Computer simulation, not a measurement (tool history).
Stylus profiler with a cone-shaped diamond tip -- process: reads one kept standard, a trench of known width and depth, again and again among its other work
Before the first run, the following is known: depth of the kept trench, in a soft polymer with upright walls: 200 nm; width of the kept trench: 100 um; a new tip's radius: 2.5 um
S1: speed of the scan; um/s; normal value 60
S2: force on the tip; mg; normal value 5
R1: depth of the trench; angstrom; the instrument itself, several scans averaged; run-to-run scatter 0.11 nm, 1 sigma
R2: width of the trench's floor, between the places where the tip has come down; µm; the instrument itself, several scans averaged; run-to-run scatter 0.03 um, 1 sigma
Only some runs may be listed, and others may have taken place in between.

run      day   S1     S2      R1     R2
  1        0   60      5  2032.5  97.92
  2    1.608   60      5  2031.7  97.92
  3    4.592   60      5  2032.1  97.94
  4    7.446   19      5  2031.8  97.93
  5   10.183   96      5  2035.3  97.83
  6    11.75   60      5  2032.5  97.88
  7   14.025   60      5    2032  97.86
  8   16.575   60      5  2032.7  97.88
  9     19.4   60      5  2033.3  97.83
 10   21.667   60      5  2031.7  97.84
 11   24.071   60      5  2032.5   97.8
 12   26.454   60      5  2035.8  97.73
 13   28.292   60      5  2032.5  97.76
 14   30.904   60      5  2034.7  97.77
 15   32.338   60   2.09  2018.4   97.7
 16   34.171   60  11.94  2060.6  97.81
 17   36.025   48      5  2037.9   97.7
 18   38.058   48      5  2035.3  97.76
 19   41.167   60      5  2037.4  97.73
 20   44.012   60      5    2036  97.72
 21    47.15   60      5    2036  97.68
 22   49.262   60      5  2035.3  97.66
 23   52.246   60      5  2033.7  97.62
 24   53.712   46      5  2037.7   97.7
 25   55.438   46      5  2037.7  97.68
 26   57.642   70   5.78    2040  97.68
 27   59.512  187   3.01  2028.8   97.4
 28   60.983  187   3.01  2028.9  97.34
 29   62.679  214   5.45  2038.2  97.46
 30   65.546   32   2.36  2023.9  97.56
 31   67.408  198   4.75  2035.3  97.45
 32   69.942  198   4.75  2037.3  97.35
 33   72.108  198   4.75  2036.3  97.38
 34   75.296  198   4.75  2036.1  97.37
 35   77.588   58   4.42    2035   97.5
 36   80.554   58   4.42  2037.7  97.55
 37    83.35   58   4.42  2034.8  97.55
 38   85.154   99  12.83  2065.2  97.55
 39     88.2   29  12.83  2067.7  97.58
 40   90.933   29  12.83  2067.3  97.56
 41   92.642   29  12.83  2067.2  97.53
 42   94.688   55  12.45    2067  97.53
 43   97.929   55  12.45  2066.3  97.49
 44  100.108   19   2.35  2028.2  97.47
 45  103.021  136    4.5  2038.1  97.32
 46  105.458  136    4.5  2036.9   97.3
 47  106.908   20   2.35    2028  97.51
 48  110.104  169   6.33  2047.3  97.31

Each row is a separate what-if for the run after 48, all from the same tool condition, not one after another. Results?
  A  112.779   23     5   ?   ?
  B  112.779  222  5.55   ?   ?
  C  112.779  111  6.33   ?   ?

run      R1     R2
  A  2041.2   97.4
  B  2043.4  97.16
  C  2048.3  97.35
Take away the tool's hidden state, keep each run's random variation, and the runs would have read:
run      R1     R2
  A  2030.6  97.96
  B  2032.8  97.72
  C  2037.6   97.9
